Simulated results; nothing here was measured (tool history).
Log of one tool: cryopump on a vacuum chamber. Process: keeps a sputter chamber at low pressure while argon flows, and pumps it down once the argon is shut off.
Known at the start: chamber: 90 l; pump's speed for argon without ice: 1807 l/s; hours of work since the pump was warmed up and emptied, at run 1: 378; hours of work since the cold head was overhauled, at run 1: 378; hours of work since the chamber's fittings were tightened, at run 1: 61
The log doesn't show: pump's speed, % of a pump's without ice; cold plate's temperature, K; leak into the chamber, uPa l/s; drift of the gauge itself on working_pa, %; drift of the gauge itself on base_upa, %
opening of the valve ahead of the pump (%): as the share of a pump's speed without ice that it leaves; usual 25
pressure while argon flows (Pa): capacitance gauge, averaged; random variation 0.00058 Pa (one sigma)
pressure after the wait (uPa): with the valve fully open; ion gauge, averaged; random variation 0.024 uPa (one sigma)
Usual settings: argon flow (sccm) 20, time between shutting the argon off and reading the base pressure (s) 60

run	hour	argon flow (sccm)	time between shutting the argon off and reading the base pressure (s)	opening of the valve ahead of the pump (%)	hours of work since the pump was warmed up and emptied	hours of work since the cold head was overhauled	hours of work since the chamber's fittings were tightened	pressure while argon flows (Pa)	pressure after the wait (uPa)
1	0	20	60	25	378	378	61	0.0764	0.98
2	14.2	20	60	25	386	386	69	0.0775	1
3	32.3	20	60	25	397	397	80	0.0759	0.98
4	53.1	20	60	25	409	409	92	0.0761	1.01
5	75.2	20	60	25	422	422	105	0.0767	0.95
6	90.7	20	60	25	431	431	114	0.0764	0.99
7	104.4	20	60	25	439	439	122	0.0781	1.01
8	128.4	20	60	25	453	453	136	0.0767	1.02
9	150.6	20	60	25	466	466	149	0.0765	1.01
10	166.4	20	175	25	475	475	158	0.0774	0.57
11	187.8	20	175	25	487	487	171	0.0771	0.55
12	209.6	20	175	25	500	500	183	0.0776	0.56
13	225.9	20	51	25	510	510	193	0.0765	1.19
14	241.6	20	51	25	519	519	202	0.0772	1.23
15	263.1	20	51	25	531	531	215	0.0775	1.18
16	284.6	20	51	25	544	544	227	0.0776	1.18
17	306.3	20	51	25	557	557	240	0.0778	1.21
18	322.6	20	51	25	566	566	249	0.0773	1.23
19	341.5	20	56	20	577	577	261	0.0959	1.15
20	355.1	20	81	25	585	585	268	0.0785	0.91
21	372.9	20	81	25	596	596	279	0.0778	0.87
22	389.9	20	38	25	606	606	289	0.0775	1.48
23	400.6	20	60	29	612	612	295	0.0677	1.15
24	419	9	60	15	623	623	306	0.0584	1.17
25	435.5	16	162	36	632	632	315	0.0445	0.66
26	457.8	28	248	24	645	645	329	0.1144	0.61
27	474.3	28	241	24	655	655	338	0.1134	0.57
28	485	37	60	25	661	661	344	0.1451	1.14

Forecast run 29:
29	499.1	12	60	20	669	669	353	?	?

Run 29 gave pressure while argon flows (Pa) 0.0587, pressure after the wait (uPa) 1.15.
Without the tool's hidden state the same run would have given pressure while argon flows (Pa) 0.0568, pressure after the wait (uPa) 0.89.
